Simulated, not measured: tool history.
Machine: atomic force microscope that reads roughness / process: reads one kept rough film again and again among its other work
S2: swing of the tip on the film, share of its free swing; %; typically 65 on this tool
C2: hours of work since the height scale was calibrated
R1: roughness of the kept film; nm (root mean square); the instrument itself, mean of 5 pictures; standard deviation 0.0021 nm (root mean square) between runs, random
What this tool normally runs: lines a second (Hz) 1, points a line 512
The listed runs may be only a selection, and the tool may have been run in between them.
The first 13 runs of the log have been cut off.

{"day": 22.583, "done": "new tip fitted"}
{"run": 14, "day": 24.333, "lines a second (Hz)": 1, "S2": 65, "points a line": 512, "pictures with this tip": 63, "C2": 451, "R1": 1.07}
{"run": 15, "day": 25.583, "lines a second (Hz)": 1, "S2": 65, "points a line": 512, "pictures with this tip": 108, "C2": 464, "R1": 1.068}
{"run": 16, "day": 27.317, "lines a second (Hz)": 1, "S2": 65, "points a line": 512, "pictures with this tip": 171, "C2": 483, "R1": 1.066}
{"run": 17, "day": 28.908, "lines a second (Hz)": 2.07, "S2": 75, "points a line": 739, "pictures with this tip": 228, "C2": 500, "R1": 0.99}
{"day": 30.367, "done": "new tip fitted"}
{"run": 18, "day": 30.662, "lines a second (Hz)": 2.07, "S2": 75, "points a line": 739, "pictures with this tip": 11, "C2": 518, "R1": 0.992}
{"run": 19, "day": 32.6, "lines a second (Hz)": 2.6, "S2": 58, "points a line": 792, "pictures with this tip": 81, "C2": 539, "R1": 1.049}
{"run": 20, "day": 34.383, "lines a second (Hz)": 2.6, "S2": 58, "points a line": 792, "pictures with this tip": 145, "C2": 557, "R1": 1.048}
{"run": 21, "day": 36.117, "lines a second (Hz)": 0.58, "S2": 58, "points a line": 982, "pictures with this tip": 207, "C2": 576, "R1": 1.093}
{"day": 38.296, "done": "new tip fitted"}
{"run": 22, "day": 38.408, "lines a second (Hz)": 1, "S2": 85, "points a line": 804, "pictures with this tip": 4, "C2": 600, "R1": 1.011}
{"run": 23, "day": 39.917, "lines a second (Hz)": 1, "S2": 85, "points a line": 804, "pictures with this tip": 58, "C2": 616, "R1": 1.01}
{"run": 24, "day": 41.542, "lines a second (Hz)": 2.28, "S2": 86, "points a line": 647, "pictures with this tip": 117, "C2": 633, "R1": 0.908}
{"run": 25, "day": 44.117, "lines a second (Hz)": 3.85, "S2": 55, "points a line": 512, "pictures with this tip": 210, "C2": 660, "R1": 1.036}
{"day": 46.271, "done": "new tip fitted"}
{"run": 26, "day": 46.812, "lines a second (Hz)": 2.93, "S2": 82, "points a line": 257, "pictures with this tip": 20, "C2": 689, "R1": 0.89}
{"run": 27, "day": 48.321, "lines a second (Hz)": 2.93, "S2": 82, "points a line": 257, "pictures with this tip": 74, "C2": 705, "R1": 0.888}
{"run": 28, "day": 50.025, "lines a second (Hz)": 1, "S2": 73, "points a line": 512, "pictures with this tip": 136, "C2": 723, "R1": 1.049}
{"run": 29, "day": 51.829, "lines a second (Hz)": 1.13, "S2": 65, "points a line": 933, "pictures with this tip": 201, "C2": 742, "R1": 1.066}
{"run": 30, "day": 53.35, "lines a second (Hz)": 1.13, "S2": 65, "points a line": 933, "pictures with this tip": 256, "C2": 758, "R1": 1.067}
{"day": 54.246, "done": "new tip fitted"}
{"run": 31, "day": 55.767, "lines a second (Hz)": 1.13, "S2": 65, "points a line": 933, "pictures with this tip": 55, "C2": 783, "R1": 1.066}
{"run": 32, "day": 58.075, "lines a second (Hz)": 1.13, "S2": 65, "points a line": 933, "pictures with this tip": 138, "C2": 808, "R1": 1.064}

Here are 4 independent what-if runs from the current tool condition. What would each one return?
{"run": "A", "day": 59.633, "lines a second (Hz)": 1, "S2": 70, "points a line": 512, "pictures with this tip": 194, "C2": 824, "R1": "?"}
{"run": "B", "day": 59.633, "lines a second (Hz)": 1.29, "S2": 65, "points a line": 1022, "pictures with this tip": 194, "C2": 824, "R1": "?"}
{"run": "C", "day": 59.633, "lines a second (Hz)": 0.53, "S2": 80, "points a line": 322, "pictures with this tip": 194, "C2": 824, "R1": "?"}
{"run": "D", "day": 59.633, "lines a second (Hz)": 1.84, "S2": 86, "points a line": 593, "pictures with this tip": 194, "C2": 824, "R1": "?"}

run=A R1=1.056
run=B R1=1.061
run=C R1=1.06
run=D R1=0.944
Without the tool's unlogged condition, the same runs would have read:
run=A R1=1.057
run=B R1=1.062
run=C R1=1.061
run=D R1=0.945
